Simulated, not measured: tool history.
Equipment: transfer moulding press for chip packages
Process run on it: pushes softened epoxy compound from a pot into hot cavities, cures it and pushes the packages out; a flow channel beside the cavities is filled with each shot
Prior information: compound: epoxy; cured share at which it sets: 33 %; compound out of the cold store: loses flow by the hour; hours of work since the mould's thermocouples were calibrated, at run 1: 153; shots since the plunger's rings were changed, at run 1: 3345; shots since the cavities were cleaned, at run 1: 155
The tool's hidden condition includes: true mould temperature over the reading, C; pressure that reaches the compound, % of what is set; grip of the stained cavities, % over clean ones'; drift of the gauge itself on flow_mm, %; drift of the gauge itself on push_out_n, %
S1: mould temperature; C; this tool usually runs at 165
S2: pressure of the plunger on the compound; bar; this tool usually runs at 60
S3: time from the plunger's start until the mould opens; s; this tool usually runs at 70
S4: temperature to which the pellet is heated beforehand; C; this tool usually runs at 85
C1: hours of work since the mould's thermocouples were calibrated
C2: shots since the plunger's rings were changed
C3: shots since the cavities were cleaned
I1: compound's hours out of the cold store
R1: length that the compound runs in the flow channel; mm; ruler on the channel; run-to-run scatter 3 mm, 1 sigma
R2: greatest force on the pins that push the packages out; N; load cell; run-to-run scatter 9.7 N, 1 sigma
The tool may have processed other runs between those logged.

run	hour	S1	S2	S3	S4	C1	C2	C3	I1	R1	R2
1	0	165	60	70	85	153	3345	155	32	689	551
2	8.3	170	60	70	85	157	3424	234	34.1	678	445
3	20.7	165	60	70	85	162	3543	353	23.6	708	638
4	33.3	165	60	70	85	167	3663	473	33.7	680	655
5	44.8	165	55	70	85	172	3773	583	39.1	645	705
6	51.3	165	55	70	85	174	3835	645	25	665	705
7	57.6	165	60	70	85	177	3895	705	42.3	662	694
# hour 60.8: plunger's sealing rings changed
8	68.6	165	60	70	85	180	74	786	39.1	727	743
9	78.5	165	60	70	85	184	169	881	26.7	752	760
# hour 82.7: cavities cleaned with cleaning compound and waxed
10	85.7	165	60	70	85	187	224	29	45.7	711	900
11	91.4	165	60	70	85	189	278	83	14.8	774	930
12	98.9	165	60	70	85	192	349	154	24.5	753	895
13	106.2	165	60	70	85	195	420	225	31.2	740	871
14	113.5	165	60	70	85	198	489	294	13.5	780	889
# hour 118: cavities cleaned with cleaning compound and waxed, once more
15	122.9	165	65.8	110	84	201	565	47	23.6	784	304
16	133.3	165	47.5	110	84	206	664	146	46.4	629	324
17	140.3	165	67.7	99	85	208	730	212	42.1	756	361
18	152.3	157	50.5	109	76	213	845	327	14.5	723	450
19	162.3	161	50.5	109	76	218	941	423	36	675	420
20	168.3	169	52.2	70	90	220	999	481	17.9	701	533
21	180.5	165	65.3	52	85	225	1115	597	17	791	1520
22	192.6	165	65.3	52	79	230	1230	712	40.6	738	1527
23	199.2	163	53.4	73	79	233	1294	776	47.1	660	739
24	211.7	168	60	99	85	238	1413	895	18.5	740	447
# hour 214.5: cavities cleaned with cleaning compound and waxed
25	223.3	166	58.7	104	82	242	1509	84	29.6	714	303
26	232	159	55.7	87	85	245	1592	167	28	710	518
27	237.8	165	53	65	91	248	1647	222	10.6	713	720
28	244.8	165	53	65	91	251	1715	290	22.9	693	754

Predict each of these 5 candidate next runs independently; none follows another, all start after run 28:
A	253.4	167	60	96	80	254	1797	372	33	?	?
B	253.4	165	60	80	86	254	1797	372	37.9	?	?
C	253.4	161	53	51	90	254	1797	372	22.1	?	?
D	253.4	163	58.7	51	91	254	1797	372	21.3	?	?
E	253.4	170	54.7	101	85	254	1797	372	34.5	?	?

run	R1	R2
A	715	387
B	706	491
C	698	1659
D	726	1548
E	669	380
Had the tool no hidden state, the same runs would have come out as:
run	R1	R2
A	742	267
B	733	336
C	724	1136
D	754	1058
E	694	264

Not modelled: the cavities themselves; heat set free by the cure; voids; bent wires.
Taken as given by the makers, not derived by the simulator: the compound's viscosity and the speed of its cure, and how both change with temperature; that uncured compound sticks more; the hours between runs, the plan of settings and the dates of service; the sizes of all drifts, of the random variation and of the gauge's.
